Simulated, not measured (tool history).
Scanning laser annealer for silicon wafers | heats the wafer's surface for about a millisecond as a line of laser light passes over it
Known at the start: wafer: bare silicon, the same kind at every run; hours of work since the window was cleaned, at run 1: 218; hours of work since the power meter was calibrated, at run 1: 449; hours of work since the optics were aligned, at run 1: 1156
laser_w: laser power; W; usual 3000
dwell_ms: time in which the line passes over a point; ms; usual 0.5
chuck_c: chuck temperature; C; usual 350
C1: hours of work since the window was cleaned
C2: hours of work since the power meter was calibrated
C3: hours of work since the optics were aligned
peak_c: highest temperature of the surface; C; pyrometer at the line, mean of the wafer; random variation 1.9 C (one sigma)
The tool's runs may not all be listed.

run 1 day=0 | laser_w=3000 dwell_ms=0.5 chuck_c=350 | C1=218 C2=449 C3=1156 | peak_c=1080
run 2 day=1.25 | laser_w=3000 dwell_ms=0.487 chuck_c=350 | C1=231 C2=463 C3=1170 | peak_c=1075
run 3 day=3.012 | laser_w=3000 dwell_ms=0.487 chuck_c=350 | C1=251 C2=482 C3=1189 | peak_c=1071
run 4 day=5.308 | laser_w=3000 dwell_ms=0.487 chuck_c=350 | C1=276 C2=507 C3=1214 | peak_c=1067
run 5 day=6.862 | laser_w=3000 dwell_ms=0.487 chuck_c=350 | C1=293 C2=524 C3=1231 | peak_c=1067
run 6 day=7.979 | laser_w=3000 dwell_ms=0.487 chuck_c=350 | C1=305 C2=536 C3=1243 | peak_c=1060
-- day=8.288 window over the wafer cleaned
run 7 day=9.542 | laser_w=3000 dwell_ms=0.351 chuck_c=350 | C1=14 C2=553 C3=1259 | peak_c=949
run 8 day=11.229 | laser_w=3000 dwell_ms=0.351 chuck_c=350 | C1=32 C2=571 C3=1278 | peak_c=950
run 9 day=12.521 | laser_w=3000 dwell_ms=0.351 chuck_c=350 | C1=46 C2=585 C3=1292 | peak_c=944
run 10 day=14.475 | laser_w=2940 dwell_ms=0.462 chuck_c=313 | C1=68 C2=606 C3=1313 | peak_c=971

Forecast run 11:
-- day=15.508 window over the wafer cleaned, once more
run 11 day=17.033 | laser_w=2940 dwell_ms=0.462 chuck_c=313 | C1=17 C2=633 C3=1340 | peak_c=?

Run 11 gave peak_c 1028 C.
Without the tool's hidden state the same run would have given peak_c 1041 C.

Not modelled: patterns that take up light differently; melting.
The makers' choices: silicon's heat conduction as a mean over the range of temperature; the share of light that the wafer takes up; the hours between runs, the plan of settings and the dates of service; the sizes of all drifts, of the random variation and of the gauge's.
